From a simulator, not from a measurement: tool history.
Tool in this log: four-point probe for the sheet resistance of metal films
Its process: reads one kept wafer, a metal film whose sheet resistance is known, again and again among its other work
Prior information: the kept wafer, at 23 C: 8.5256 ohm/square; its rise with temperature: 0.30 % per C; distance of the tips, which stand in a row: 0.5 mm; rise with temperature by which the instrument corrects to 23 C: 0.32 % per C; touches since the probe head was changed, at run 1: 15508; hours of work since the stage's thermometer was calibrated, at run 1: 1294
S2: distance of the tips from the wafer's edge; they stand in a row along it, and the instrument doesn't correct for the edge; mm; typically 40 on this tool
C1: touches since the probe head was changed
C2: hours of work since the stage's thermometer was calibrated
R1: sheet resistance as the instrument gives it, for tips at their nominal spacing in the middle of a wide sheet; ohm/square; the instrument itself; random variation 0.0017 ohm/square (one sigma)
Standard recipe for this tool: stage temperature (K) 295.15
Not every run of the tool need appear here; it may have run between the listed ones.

{"run": 1, "day": 0.0, "stage temperature (K)": 295.15, "S2": 40, "C1": 15508, "C2": 1294, "R1": 8.5877}
{"run": 2, "day": 2.742, "stage temperature (K)": 295.15, "S2": 40, "C1": 17702, "C2": 1341, "R1": 8.590328}
{"run": 3, "day": 7.088, "stage temperature (K)": 295.15, "S2": 40, "C1": 21179, "C2": 1414, "R1": 8.59291}
{"run": 4, "day": 12.467, "stage temperature (K)": 295.15, "S2": 40, "C1": 25485, "C2": 1506, "R1": 8.594156}
{"day": 12.95, "done": "stage's thermometer calibrated"}
{"run": 5, "day": 15.967, "stage temperature (K)": 295.15, "S2": 40, "C1": 28268, "C2": 51, "R1": 8.602083}
{"run": 6, "day": 19.383, "stage temperature (K)": 295.15, "S2": 40, "C1": 31001, "C2": 109, "R1": 8.608247}
{"run": 7, "day": 23.825, "stage temperature (K)": 302.15, "S2": 40, "C1": 34557, "C2": 184, "R1": 8.592828}
{"run": 8, "day": 27.462, "stage temperature (K)": 302.15, "S2": 40, "C1": 37465, "C2": 246, "R1": 8.593747}
{"run": 9, "day": 30.438, "stage temperature (K)": 302.15, "S2": 40, "C1": 39846, "C2": 296, "R1": 8.599967}
{"run": 10, "day": 33.821, "stage temperature (K)": 302.15, "S2": 40, "C1": 42555, "C2": 354, "R1": 8.598531}
{"run": 11, "day": 36.433, "stage temperature (K)": 307.15, "S2": 40, "C1": 44646, "C2": 398, "R1": 8.58946}
{"run": 12, "day": 39.417, "stage temperature (K)": 307.15, "S2": 40, "C1": 47031, "C2": 448, "R1": 8.590597}
{"run": 13, "day": 43.4, "stage temperature (K)": 296.15, "S2": 40, "C1": 50221, "C2": 516, "R1": 8.616103}
{"run": 14, "day": 47.967, "stage temperature (K)": 296.15, "S2": 40, "C1": 53872, "C2": 593, "R1": 8.621346}
{"run": 15, "day": 52.788, "stage temperature (K)": 296.15, "S2": 5, "C1": 57731, "C2": 675, "R1": 8.668078}
{"run": 16, "day": 56.742, "stage temperature (K)": 296.15, "S2": 5, "C1": 60895, "C2": 742, "R1": 8.674651}

Run 17 comes next. What will it give?
{"run": 17, "day": 60.808, "stage temperature (K)": 304.15, "S2": 5, "C1": 64148, "C2": 811, "R1": "?"}

{"run 17": {"R1": 8.657586}}
The same run, on a tool lacking any hidden state, would have yielded R1 8.553626 ohm/square.
